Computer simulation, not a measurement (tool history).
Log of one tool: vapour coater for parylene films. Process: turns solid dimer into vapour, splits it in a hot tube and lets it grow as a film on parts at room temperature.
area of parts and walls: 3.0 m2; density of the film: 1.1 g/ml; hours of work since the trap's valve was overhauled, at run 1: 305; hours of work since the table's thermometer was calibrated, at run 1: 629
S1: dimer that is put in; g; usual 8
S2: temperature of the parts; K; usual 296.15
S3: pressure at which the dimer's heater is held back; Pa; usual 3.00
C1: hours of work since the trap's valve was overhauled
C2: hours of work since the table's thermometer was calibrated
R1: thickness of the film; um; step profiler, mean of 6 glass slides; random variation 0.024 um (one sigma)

Run 1, hour 0.0: usual settings; C1 305; C2 629. Result: R1 1.55 um.
Run 2, hour 29.5: usual settings; C1 331; C2 656. Result: R1 1.57 um.
Run 3, hour 65.8: usual settings; C1 364; C2 688. Result: R1 1.55 um.
Run 4, hour 102.5: usual settings; C1 397; C2 721. Result: R1 1.49 um.
Run 5, hour 126.0: usual settings; C1 418; C2 742. Result: R1 1.48 um.
Run 6, hour 164.0: usual settings; C1 452; C2 777. Result: R1 1.54 um.
Run 7, hour 194.2: usual settings; C1 480; C2 804. Result: R1 1.55 um.
Run 8, hour 222.1: usual settings; C1 505; C2 829. Result: R1 1.48 um.
Run 9, hour 248.9: usual settings but S2 300.15 K; C1 529; C2 853. Result: R1 1.24 um.
Run 10, hour 280.3: usual settings but S2 300.15 K; C1 557; C2 881. Result: R1 1.26 um.
Run 11, hour 319.9: usual settings but S2 294.15 K; C1 593; C2 917. Result: R1 1.63 um.
Run 12, hour 340.7: usual settings but S2 294.15 K; C1 611; C2 936. Result: R1 1.61 um.
Run 13, hour 367.7: usual settings but S3 3.21 Pa; C1 636; C2 960. Result: R1 1.43 um.
Run 14, hour 405.4: usual settings but S3 3.21 Pa; C1 670; C2 994. Result: R1 1.40 um.
At hour 429.5: trap's valve overhauled.
Run 15, hour 439.7: usual settings but S3 3.21 Pa; C1 9; C2 1021. Result: R1 1.52 um.
Run 16, hour 480.0: usual settings; C1 45; C2 1057. Result: R1 1.56 um.
At hour 497.5: table's thermometer calibrated.
Run 17, hour 502.6: usual settings; C1 65; C2 5. Result: R1 1.65 um.
Run 18, hour 535.7: usual settings; C1 95; C2 34. Result: R1 1.60 um.
Run 19, hour 556.8: usual settings; C1 114; C2 53. Result: R1 1.62 um.
Run 20, hour 583.9: usual settings but S1 14 g; C1 138; C2 78. Result: R1 2.84 um.
Run 21, hour 614.9: usual settings but S1 14 g; C1 166; C2 106. Result: R1 2.80 um.
Run 22, hour 645.0: usual settings; C1 193; C2 133. Result: R1 1.61 um.
Run 23, hour 668.2: usual settings but S1 4 g; C1 214; C2 154. Result: R1 0.77 um.
Run 24, hour 698.2: usual settings but S1 4 g; C1 241; C2 181. Result: R1 0.80 um.
Run 25, hour 727.1: usual settings but S1 4 g; C1 267; C2 207. Result: R1 0.78 um.
Run 26, hour 770.1: usual settings but S1 4 g; C1 305; C2 245. Result: R1 0.77 um.
Run 27, hour 789.4: usual settings but S1 7 g; C1 323; C2 263. Result: R1 1.38 um.
Run 28, hour 817.8: usual settings but S1 7 g, S2 304.15 K, S3 3.22 Pa; C1 348; C2 288. Result: R1 1.00 um.
Run 29, hour 847.9: usual settings but S2 301.15 K, S3 4.92 Pa; C1 375; C2 315. Result: R1 1.16 um.
Run 30, hour 876.7: usual settings but S1 6 g, S2 301.15 K, S3 2.30 Pa; C1 401; C2 341. Result: R1 1.00 um.
Run 31, hour 910.5: usual settings but S2 290.15 K, S3 8.95 Pa; C1 432; C2 372. Result: R1 1.70 um.
Run 32, hour 937.2: usual settings but S2 290.15 K, S3 2.64 Pa; C1 456; C2 396. Result: R1 2.05 um.
Run 33, hour 972.7: usual settings but S2 293.15 K, S3 8.67 Pa; C1 488; C2 428. Result: R1 1.49 um.
Run 34, hour 1001.7: usual settings but S2 293.15 K, S3 8.67 Pa; C1 514; C2 454. Result: R1 1.50 um.
Run 35, hour 1025.7: usual settings but S1 3 g, S2 293.15 K, S3 8.67 Pa; C1 535; C2 475. Result: R1 0.57 um.
Run 36, hour 1067.2: usual settings but S1 3 g, S2 293.15 K, S3 8.67 Pa; C1 573; C2 513. Result: R1 0.53 um.
Run 37, hour 1097.6: usual settings but S1 3 g, S2 293.15 K, S3 8.67 Pa; C1 600; C2 540. Result: R1 0.55 um.
Run 38, hour 1137.8: usual settings but S1 7 g, S2 293.15 K, S3 8.67 Pa; C1 636; C2 576. Result: R1 1.30 um.
Run 39, hour 1161.1: usual settings but S1 13 g, S2 289.15 K, S3 2.89 Pa; C1 657; C2 597. Result: R1 3.25 um.
Run 40, hour 1190.2: usual settings but S1 13 g, S2 289.15 K, S3 2.89 Pa; C1 684; C2 623. Result: R1 3.26 um.
At hour 1196.5: trap's valve overhauled.
Run 41, hour 1230.2: usual settings but S1 13 g, S2 289.15 K, S3 2.89 Pa; C1 30; C2 656. Result: R1 3.46 um.
Run 42, hour 1247.8: usual settings but S1 5 g, S3 8.71 Pa; C1 46; C2 671. Result: R1 0.87 um.
Run 43, hour 1281.6: usual settings but S1 6 g, S2 298.15 K, S3 4.72 Pa; C1 77; C2 702. Result: R1 1.01 um.
Run 44, hour 1305.2: usual settings but S1 13 g, S2 292.15 K, S3 8.28 Pa; C1 98; C2 723. Result: R1 2.64 um.
Run 45, hour 1341.5: usual settings but S1 7 g, S2 298.15 K, S3 3.08 Pa; C1 130; C2 756. Result: R1 1.22 um.
Run 46, hour 1385.0: usual settings but S1 12 g, S2 290.15 K, S3 5.43 Pa; C1 170; C2 795. Result: R1 2.77 um.

4 ways to go on from here, each from the tool as it stands after run 46. What would each give?
Run A, hour 1417.9: usual settings but S1 12 g, S2 290.15 K, S3 9.31 Pa; C1 199; C2 824. Result: R1 ?.
Run B, hour 1417.9: usual settings but S1 11 g, S2 308.15 K, S3 5.43 Pa; C1 199; C2 824. Result: R1 ?.
Run C, hour 1417.9: usual settings but S1 12 g, S2 293.15 K, S3 6.50 Pa; C1 199; C2 824. Result: R1 ?.
Run D, hour 1417.9: usual settings but S1 11 g, S2 299.15 K, S3 5.38 Pa; C1 199; C2 824. Result: R1 ?.

run    R1
  A  2.51
  B  1.20
  C  2.35
  D  1.70
Without the tool's hidden state the same runs would have given:
run    R1
  A  2.69
  B  1.28
  C  2.51
  D  1.82
